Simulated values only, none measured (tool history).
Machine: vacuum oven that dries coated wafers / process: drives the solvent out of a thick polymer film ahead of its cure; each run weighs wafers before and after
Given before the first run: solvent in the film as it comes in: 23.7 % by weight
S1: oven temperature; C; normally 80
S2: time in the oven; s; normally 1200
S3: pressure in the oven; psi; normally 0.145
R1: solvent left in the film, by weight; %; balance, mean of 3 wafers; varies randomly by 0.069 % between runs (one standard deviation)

{"run": 1, "hour": 0.0, "S1": 80, "S2": 1200, "S3": 0.145, "R1": 4.78}
{"run": 2, "hour": 35.0, "S1": 80, "S2": 1200, "S3": 0.145, "R1": 4.87}
{"run": 3, "hour": 81.9, "S1": 80, "S2": 1200, "S3": 0.145, "R1": 4.76}
{"run": 4, "hour": 117.1, "S1": 80, "S2": 1200, "S3": 0.145, "R1": 4.72}
{"run": 5, "hour": 141.3, "S1": 80, "S2": 1200, "S3": 0.145, "R1": 4.72}
{"run": 6, "hour": 178.9, "S1": 80, "S2": 780, "S3": 0.145, "R1": 7.57}
{"run": 7, "hour": 213.6, "S1": 80, "S2": 780, "S3": 0.145, "R1": 7.7}
{"run": 8, "hour": 235.7, "S1": 80, "S2": 1200, "S3": 0.145, "R1": 4.81}
{"run": 9, "hour": 261.3, "S1": 80, "S2": 1200, "S3": 0.145, "R1": 4.78}
{"run": 10, "hour": 313.2, "S1": 80, "S2": 1080, "S3": 0.145, "R1": 5.41}
{"run": 11, "hour": 355.3, "S1": 80, "S2": 1200, "S3": 0.145, "R1": 4.71}
{"run": 12, "hour": 401.5, "S1": 80, "S2": 1200, "S3": 0.145, "R1": 4.75}
{"run": 13, "hour": 428.1, "S1": 86, "S2": 960, "S3": 0.113, "R1": 3.71}
{"run": 14, "hour": 472.7, "S1": 86, "S2": 960, "S3": 0.113, "R1": 3.78}
{"run": 15, "hour": 502.8, "S1": 80, "S2": 1020, "S3": 0.376, "R1": 6.62}

Forecast run 16:
{"run": 16, "hour": 544.2, "S1": 94, "S2": 660, "S3": 0.113, "R1": "?"}

R1: 3.33 %
Minus the tool's unlogged condition, the same run would have read R1 3.28 %.

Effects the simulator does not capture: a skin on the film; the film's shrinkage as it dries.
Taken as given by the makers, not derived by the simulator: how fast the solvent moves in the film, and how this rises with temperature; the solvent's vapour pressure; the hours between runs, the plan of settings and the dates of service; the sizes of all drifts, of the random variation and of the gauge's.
